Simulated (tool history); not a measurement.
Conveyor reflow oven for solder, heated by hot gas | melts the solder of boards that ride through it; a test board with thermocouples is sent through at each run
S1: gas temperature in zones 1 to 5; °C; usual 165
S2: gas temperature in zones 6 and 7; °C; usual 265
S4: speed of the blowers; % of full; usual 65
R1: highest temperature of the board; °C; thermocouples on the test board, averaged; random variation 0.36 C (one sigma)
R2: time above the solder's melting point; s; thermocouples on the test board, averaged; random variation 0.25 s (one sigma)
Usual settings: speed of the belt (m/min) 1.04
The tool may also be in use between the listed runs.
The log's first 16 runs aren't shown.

{"run": 17, "day": 9.296, "S1": 165, "S2": 265, "speed of the belt (m/min)": 1.04, "S4": 85, "R1": 249.2, "R2": 31.0}
{"run": 18, "day": 9.688, "S1": 165, "S2": 265, "speed of the belt (m/min)": 1.04, "S4": 85, "R1": 248.7, "R2": 31.2}
{"run": 19, "day": 10.454, "S1": 162, "S2": 271, "speed of the belt (m/min)": 0.96, "S4": 63, "R1": 250.1, "R2": 33.2}
{"run": 20, "day": 11.092, "S1": 162, "S2": 271, "speed of the belt (m/min)": 0.96, "S4": 63, "R1": 250.1, "R2": 33.2}
{"run": 21, "day": 11.688, "S1": 153, "S2": 257, "speed of the belt (m/min)": 0.96, "S4": 63, "R1": 236.9, "R2": 23.0}
{"run": 22, "day": 12.188, "S1": 153, "S2": 257, "speed of the belt (m/min)": 0.96, "S4": 63, "R1": 236.2, "R2": 23.1}
{"run": 23, "day": 12.971, "S1": 177, "S2": 258, "speed of the belt (m/min)": 0.85, "S4": 73, "R1": 246.9, "R2": 41.0}
{"run": 24, "day": 13.783, "S1": 152, "S2": 258, "speed of the belt (m/min)": 1.12, "S4": 73, "R1": 234.1, "R2": 17.7}
{"run": 25, "day": 14.646, "S1": 165, "S2": 255, "speed of the belt (m/min)": 1.04, "S4": 65, "R1": 235.4, "R2": 22.2}
{"run": 26, "day": 15.458, "S1": 165, "S2": 255, "speed of the belt (m/min)": 1.04, "S4": 65, "R1": 235.2, "R2": 21.9}
{"run": 27, "day": 16.308, "S1": 165, "S2": 255, "speed of the belt (m/min)": 1.04, "S4": 65, "R1": 235.0, "R2": 22.0}
{"run": 28, "day": 17.071, "S1": 172, "S2": 265, "speed of the belt (m/min)": 0.98, "S4": 65, "R1": 246.6, "R2": 32.4}
{"run": 29, "day": 17.525, "S1": 172, "S2": 265, "speed of the belt (m/min)": 0.98, "S4": 65, "R1": 246.5, "R2": 33.4}
{"run": 30, "day": 18.162, "S1": 172, "S2": 265, "speed of the belt (m/min)": 0.98, "S4": 65, "R1": 247.4, "R2": 33.4}

Forecast each of these 4 alternatives for the next run:
{"run": "A", "day": 18.983, "S1": 172, "S2": 257, "speed of the belt (m/min)": 1.03, "S4": 66, "R1": "?", "R2": "?"}
{"run": "B", "day": 18.983, "S1": 166, "S2": 274, "speed of the belt (m/min)": 1.04, "S4": 65, "R1": "?", "R2": "?"}
{"run": "C", "day": 18.983, "S1": 172, "S2": 263, "speed of the belt (m/min)": 0.98, "S4": 65, "R1": "?", "R2": "?"}
{"run": "D", "day": 18.983, "S1": 170, "S2": 273, "speed of the belt (m/min)": 1.04, "S4": 69, "R1": "?", "R2": "?"}

run=A R1=238.3 R2=26.2
run=B R1=251.1 R2=30.9
run=C R1=245.4 R2=32.2
run=D R1=252.3 R2=32.8
Without the tool's hidden state the same runs would have given:
run=A R1=238.2 R2=26.1
run=B R1=251.1 R2=30.9
run=C R1=245.3 R2=32.2
run=D R1=252.2 R2=32.8
